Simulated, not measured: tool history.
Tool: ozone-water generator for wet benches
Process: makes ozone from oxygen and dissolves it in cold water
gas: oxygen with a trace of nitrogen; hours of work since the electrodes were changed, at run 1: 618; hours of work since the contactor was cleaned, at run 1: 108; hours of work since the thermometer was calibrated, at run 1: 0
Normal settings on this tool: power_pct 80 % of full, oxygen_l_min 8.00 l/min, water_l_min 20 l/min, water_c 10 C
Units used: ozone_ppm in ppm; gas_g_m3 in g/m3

run	hour	power_pct	oxygen_l_min	water_l_min	water_c	hours of work since the electrodes were changed	hours of work since the contactor was cleaned	hours of work since the thermometer was calibrated	ozone_ppm	gas_g_m3
1	0.0	80	8.00	20	10	618	108	0	45.1	258.8
2	28.3	80	8.00	20	6	639	129	20	47.7	259.2
3	48.3	80	8.00	20	6	653	143	34	47.4	257.6
4	91.8	80	8.00	20	10	684	174	66	44.5	257.7
5	123.7	80	8.00	20	10	707	197	88	44.8	257.9
6	146.0	47	8.00	20	10	723	213	104	32.1	184.4
7	175.4	47	8.00	20	13	743	234	125	30.1	186.5
8	211.5	47	8.00	20	13	769	259	151	30.3	184.8
9	232.7	80	8.00	14	7	784	275	166	58.5	260.1
10	263.0	80	12.56	26	10	806	296	188	35.0	194.3
# hour 270.1: contactor cleaned
11	299.2	80	12.56	26	10	829	21	211	34.9	195.1
12	330.6	69	8.00	20	10	851	43	233	40.7	236.7
13	372.2	69	8.00	20	10	881	73	263	40.4	234.1
14	405.9	47	8.00	13	10	905	97	287	40.8	185.2
15	446.3	56	12.63	23	10	934	126	316	30.0	154.9
# hour 462.9: contactor cleaned, once more
16	484.9	84	6.42	13	6	959	16	340	65.6	305.1

5 options for the next run, each taken on its own from the tool as it stands now. Forecast them:
A	519.0	92	8.00	20	15	983	40	365	?	?
B	519.0	46	6.42	13	7	983	40	365	?	?
C	519.0	63	8.00	22	16	983	40	365	?	?
D	519.0	84	7.23	13	12	983	40	365	?	?
E	519.0	84	6.42	19	8	983	40	365	?	?

run	ozone_ppm	gas_g_m3
A	44.5	279.6
B	44.7	209.5
C	32.6	223.8
D	57.8	282.0
E	50.1	304.9
What these runs would have given with no unlogged condition in the tool:
run	ozone_ppm	gas_g_m3
A	45.2	283.3
B	45.2	211.2
C	33.1	226.2
D	58.7	285.6
E	50.9	308.7
